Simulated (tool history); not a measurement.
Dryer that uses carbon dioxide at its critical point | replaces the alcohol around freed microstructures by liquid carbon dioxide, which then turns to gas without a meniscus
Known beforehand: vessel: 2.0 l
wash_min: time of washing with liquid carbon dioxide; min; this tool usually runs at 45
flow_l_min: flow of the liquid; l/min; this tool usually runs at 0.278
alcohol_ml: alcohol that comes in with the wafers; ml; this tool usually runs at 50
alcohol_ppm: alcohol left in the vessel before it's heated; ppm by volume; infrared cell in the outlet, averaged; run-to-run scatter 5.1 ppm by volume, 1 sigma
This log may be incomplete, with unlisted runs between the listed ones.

| run | hour | wash_min | flow_l_min | alcohol_ml | alcohol_ppm |
|---|---|---|---|---|---|
| 1 | 0 | 45 | 0.278 | 50 | 139 |
| 2 | 39.4 | 45 | 0.278 | 50 | 146 |
| 3 | 94.2 | 45 | 0.278 | 50 | 150 |
| 4 | 146.1 | 45 | 0.278 | 50 | 168 |
| 5 | 174.2 | 45 | 0.278 | 50 | 163 |
| 6 | 220.5 | 45 | 0.388 | 50 | 83 |
| 7 | 266.1 | 45 | 0.388 | 50 | 82 |
| 8 | 305.1 | 45 | 0.388 | 50 | 83 |
| 9 | 337.8 | 45 | 0.388 | 50 | 89 |
| 10 | 371.1 | 45 | 0.372 | 50 | 93 |
| 11 | 403.6 | 45 | 0.278 | 50 | 202 |
| 12 | 440.9 | 45 | 0.278 | 50 | 212 |
|  | 455.6 | inlet filter changed |
| 13 | 481.4 | 27 | 0.294 | 119 | 1347 |
| 14 | 526.2 | 27 | 0.385 | 119 | 472 |
| 15 | 582.7 | 45 | 0.259 | 106 | 287 |
| 16 | 635.1 | 71 | 0.393 | 33 | 97 |
| 17 | 699.1 | 31 | 0.396 | 50 | 163 |
| 18 | 752.6 | 45 | 0.383 | 28 | 105 |
| 19 | 779.6 | 45 | 0.405 | 21 | 111 |
| 20 | 813.8 | 31 | 0.278 | 92 | 946 |
| 21 | 867.5 | 52 | 0.285 | 102 | 176 |
| 22 | 898.1 | 52 | 0.285 | 102 | 171 |
| 23 | 941.1 | 52 | 0.234 | 102 | 314 |
| 24 | 1003.6 | 44 | 0.168 | 49 | 1031 |

Alternative continuations, all from the tool just after run 24; predict every row:
| A | 1055.2 | 59 | 0.393 | 50 | ? |
| B | 1055.2 | 45 | 0.369 | 50 | ? |
| C | 1055.2 | 63 | 0.175 | 58 | ? |

| run | alcohol_ppm |
|---|---|
| A | 120 |
| B | 141 |
| C | 338 |
With the hidden condition removed and each run's random variation left untouched, the same runs would have given:
| run | alcohol_ppm |
|---|---|
| A | 3 |
| B | 18 |
| C | 148 |
